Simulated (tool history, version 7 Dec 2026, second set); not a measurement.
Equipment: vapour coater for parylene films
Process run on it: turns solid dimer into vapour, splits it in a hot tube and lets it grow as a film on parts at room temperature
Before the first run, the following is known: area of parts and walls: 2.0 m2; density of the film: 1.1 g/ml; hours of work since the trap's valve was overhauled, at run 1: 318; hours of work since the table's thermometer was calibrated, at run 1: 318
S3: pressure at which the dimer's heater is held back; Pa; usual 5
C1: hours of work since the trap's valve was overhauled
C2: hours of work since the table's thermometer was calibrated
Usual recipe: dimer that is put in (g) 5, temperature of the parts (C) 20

run 1 hour=0 | dimer_that_is_put_in_(g)=5 temperature_of_the_parts_(C)=20 S3=5 | C1=318 C2=318 | thickness_of_the_film_(µm)=1.59
run 2 hour=51.4 | dimer_that_is_put_in_(g)=5 temperature_of_the_parts_(C)=20 S3=5 | C1=364 C2=364 | thickness_of_the_film_(µm)=1.58
-- hour=68.8 trap's valve overhauled
run 3 hour=89.1 | dimer_that_is_put_in_(g)=5 temperature_of_the_parts_(C)=32 S3=5 | C1=18 C2=393 | thickness_of_the_film_(µm)=1.19
run 4 hour=138.1 | dimer_that_is_put_in_(g)=5 temperature_of_the_parts_(C)=20 S3=10.23 | C1=61 C2=436 | thickness_of_the_film_(µm)=1.49
run 5 hour=175.3 | dimer_that_is_put_in_(g)=4 temperature_of_the_parts_(C)=20 S3=5 | C1=94 C2=469 | thickness_of_the_film_(µm)=1.32
run 6 hour=225.8 | dimer_that_is_put_in_(g)=5 temperature_of_the_parts_(C)=20 S3=5 | C1=138 C2=514 | thickness_of_the_film_(µm)=1.62
run 7 hour=275.6 | dimer_that_is_put_in_(g)=8 temperature_of_the_parts_(C)=20 S3=5 | C1=182 C2=557 | thickness_of_the_film_(µm)=2.59
run 8 hour=302.4 | dimer_that_is_put_in_(g)=4 temperature_of_the_parts_(C)=15 S3=5 | C1=206 C2=581 | thickness_of_the_film_(µm)=1.45
run 9 hour=338.4 | dimer_that_is_put_in_(g)=4 temperature_of_the_parts_(C)=15 S3=9.58 | C1=237 C2=613 | thickness_of_the_film_(µm)=1.34
run 10 hour=378.4 | dimer_that_is_put_in_(g)=5 temperature_of_the_parts_(C)=20 S3=2.24 | C1=272 C2=648 | thickness_of_the_film_(µm)=1.78

Describe how what the log doesn't record of the tool's condition differs between the last listed run preceding each entry between runs and the first listed run following it.
In the gap between runs 2 and 3: trap's valve overhauled (hour 68.8)
  vapour lost through the trap's worn valve, %: 5.9 -> 0.5; true temperature of the parts over the reading, C: 0.03 -> 0.04
  measured value less the no-hidden-state value, thickness of the film (µm): -0.1 -> -0.01
